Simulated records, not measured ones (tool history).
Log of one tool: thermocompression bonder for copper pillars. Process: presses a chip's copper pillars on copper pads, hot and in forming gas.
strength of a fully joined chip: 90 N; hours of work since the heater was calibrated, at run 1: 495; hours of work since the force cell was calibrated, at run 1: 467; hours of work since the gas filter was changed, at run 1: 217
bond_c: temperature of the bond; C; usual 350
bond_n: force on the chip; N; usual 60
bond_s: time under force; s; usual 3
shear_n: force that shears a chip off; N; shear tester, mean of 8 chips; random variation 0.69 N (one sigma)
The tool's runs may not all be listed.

run	hour	bond_c	bond_n	bond_s	hours of work since the heater was calibrated	hours of work since the force cell was calibrated	hours of work since the gas filter was changed	shear_n
1	0	350	60	3	495	467	217	51.9
2	25.5	350	60	3	512	484	235	51
3	40.7	350	60	3	523	495	245	52.5
4	67.6	350	60	3	541	513	264	52.3
5	94.3	350	60	3	559	531	282	50.9
6	127.9	350	60	3	582	554	305	50.1
7	148.1	350	60	3	596	568	319	51.8
8	180.4	350	60	3	618	590	341	52.1
9	210.9	350	60	3	639	611	362	50.3
10	243.6	350	60	3	662	634	384	48.8
11	265.7	350	60	3	677	649	399	50.8
12	283.7	350	60	3	689	661	412	49.7
# hour 307.1: forming gas filter changed
13	314.3	350	60	3	710	682	5	53.1
14	332.1	350	60	3	722	694	17	52.4
15	364.2	350	60	3	744	716	39	54.1
16	389.3	350	60	3	761	733	56	53.8
17	404.3	350	77	3	771	743	67	64.6
18	420.3	350	60	3	782	754	78	52.3
19	446.2	350	60	3	800	772	95	51.6
20	477.3	350	60	3	821	793	117	53
21	501.7	350	60	3	838	810	133	51.9
22	535	350	53	7	861	833	156	59
23	565	368	56	2	881	853	177	50.1
24	581.1	372	62	8	892	864	188	78.6
25	602.4	335	60	2	907	879	202	38.5
26	625.6	379	80	8	923	895	218	85.1
27	659.3	369	51	9	946	918	241	69.4
28	683.8	320	49	5	963	935	258	36
29	701.5	355	43	5	975	947	270	47
30	733.1	350	60	8	996	968	292	64.6
31	766.7	322	60	3	1019	991	315	37.8
32	800.4	350	43	8	1042	1014	338	50
# hour 826.3: heater calibrated with a thermocouple chip
33	830.7	322	44	2	3	1034	357	21.5
34	850.8	354	66	2	17	1048	371	47.2
35	875.5	339	50	2	34	1064	388	30.1
# hour 897.1: force cell calibrated
36	908.5	344	88	4	55	8	409	69
37	923.7	344	88	4	66	18	420	67.7

The next listed run, before its measurement:
# hour 934.1: forming gas filter changed
38	952.1	350	41	5	85	37	12	?

{"run 38": {"shear_n": 45.7}}
Without the tool's hidden state the same run would have given shear_n 46.4 N.
